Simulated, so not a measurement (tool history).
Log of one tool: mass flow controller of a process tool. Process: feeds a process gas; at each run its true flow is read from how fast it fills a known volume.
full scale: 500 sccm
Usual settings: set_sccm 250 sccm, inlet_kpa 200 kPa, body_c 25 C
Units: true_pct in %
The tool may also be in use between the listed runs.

| run | day | set_sccm | inlet_kpa | body_c | true_pct |
|---|---|---|---|---|---|
| 1 | 0 | 250 | 200 | 25 | 99.2 |
| 2 | 4.8 | 327 | 200 | 25 | 99.47 |
| 3 | 9.183 | 327 | 200 | 25 | 99.41 |
| 4 | 12.971 | 250 | 200 | 25 | 99.2 |
| 5 | 16.171 | 250 | 200 | 25 | 99.3 |
| 6 | 21.454 | 250 | 200 | 38 | 98.33 |
| 7 | 24.529 | 250 | 200 | 38 | 98.34 |
| 8 | 28.004 | 86 | 200 | 38 | 97.84 |
| 9 | 33.017 | 86 | 200 | 38 | 97.82 |
| 10 | 38.025 | 86 | 200 | 38 | 97.63 |
| 11 | 42.558 | 86 | 200 | 38 | 97.82 |
| 12 | 45.246 | 250 | 200 | 25 | 99.25 |
| 13 | 48.929 | 250 | 164 | 25 | 99.44 |
| 14 | 51.162 | 250 | 164 | 25 | 99.57 |
| 15 | 55.65 | 250 | 164 | 25 | 99.36 |
| 16 | 58.775 | 250 | 164 | 25 | 99.44 |
| 17 | 62.542 | 250 | 164 | 25 | 99.45 |
| 18 | 66.946 | 250 | 200 | 25 | 99.31 |
| 19 | 69.55 | 250 | 200 | 25 | 99.2 |
| 20 | 73.842 | 250 | 179 | 25 | 99.44 |
| 21 | 77.321 | 250 | 200 | 25 | 99.26 |
| 22 | 82.188 | 250 | 200 | 25 | 99.18 |
| 23 | 87.067 | 250 | 200 | 25 | 99.09 |
| 24 | 91.5 | 250 | 200 | 25 | 99.13 |
| 25 | 94.421 | 133 | 200 | 25 | 98.89 |
| 26 | 98.871 | 133 | 200 | 25 | 98.92 |
| 27 | 101.217 | 133 | 200 | 25 | 98.72 |
| 28 | 104.896 | 133 | 200 | 25 | 98.69 |

Run 29 comes next. What will it give?
| 29 | 109.838 | 133 | 200 | 25 | ? |

true_pct: 98.8 %
Without the tool's hidden state the same run would have given true_pct 98.82 %.

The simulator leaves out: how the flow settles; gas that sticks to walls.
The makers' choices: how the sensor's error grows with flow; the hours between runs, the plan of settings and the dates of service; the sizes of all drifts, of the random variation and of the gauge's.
